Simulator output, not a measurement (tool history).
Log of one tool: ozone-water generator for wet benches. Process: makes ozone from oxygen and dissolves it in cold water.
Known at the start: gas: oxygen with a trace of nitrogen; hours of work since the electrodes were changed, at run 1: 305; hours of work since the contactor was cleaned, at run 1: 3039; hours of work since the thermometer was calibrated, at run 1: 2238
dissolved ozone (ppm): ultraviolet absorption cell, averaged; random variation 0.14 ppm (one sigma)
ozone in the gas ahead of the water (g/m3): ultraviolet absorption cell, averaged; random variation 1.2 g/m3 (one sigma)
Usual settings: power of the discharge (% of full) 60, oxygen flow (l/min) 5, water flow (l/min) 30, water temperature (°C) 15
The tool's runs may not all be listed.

run	hour	power of the discharge (% of full)	oxygen flow (l/min)	water flow (l/min)	water temperature (°C)	hours of work since the electrodes were changed	hours of work since the contactor was cleaned	hours of work since the thermometer was calibrated	dissolved ozone (ppm)	ozone in the gas ahead of the water (g/m3)
1	0	60	5	30	15	305	3039	2238	14.1	216.8
2	116	60	5	30	15	393	3127	2326	14.2	215.9
3	269.6	60	5	30	20	510	3243	2443	13.2	216
4	417.2	60	5	30	20	621	3355	2555	13.3	214.3
5	549.2	60	5	30	15	722	3455	2655	13.9	213.5
6	751.2	60	5	24	15	875	3609	2808	17	212.8
7	898.4	60	5	24	15	986	3720	2920	16.9	212.7
8	992.8	60	5	30	11	1058	3792	2991	14.2	215.2
9	1117.9	60	5	30	11	1153	3887	3086	13.8	211
10	1205.8	75	6.46	31	15	1220	3953	3153	16	219.1
11	1392.4	75	6.46	31	15	1361	4095	3294	15.8	217.8
12	1523	75	3.35	24	15	1460	4194	3393	19.1	312.2
13	1710.9	75	3.35	24	15	1603	4337	3536	19.1	314.3
# hour 1750.5: water thermometer calibrated
14	1894.2	75	3.35	24	15	1741	4475	109	18.5	310.8
15	2012.9	60	5	30	20	1831	4565	199	12.4	205.9
16	2131.9	58	5	40	10	1922	4655	289	9.9	200.7
17	2252.2	60	5	42	8	2013	4747	380	9.5	207.3

4 ways to go on from here, each from the tool as it stands after run 17. What would each give?
A	2405.6	51	5	42	8	2129	4863	497	?	?
B	2405.6	60	5	42	10	2129	4863	497	?	?
C	2405.6	60	5	31	13	2129	4863	497	?	?
D	2405.6	60	7.81	19	15	2129	4863	497	?	?

run	dissolved ozone (ppm)	ozone in the gas ahead of the water (g/m3)
A	8.3	181.2
B	9.5	207
C	12.6	204.7
D	19.3	160.2
Without the tool's hidden state the same runs would have given:
run	dissolved ozone (ppm)	ozone in the gas ahead of the water (g/m3)
A	9.8	192
B	11.2	221.6
C	14.9	219.2
D	22.5	171.5
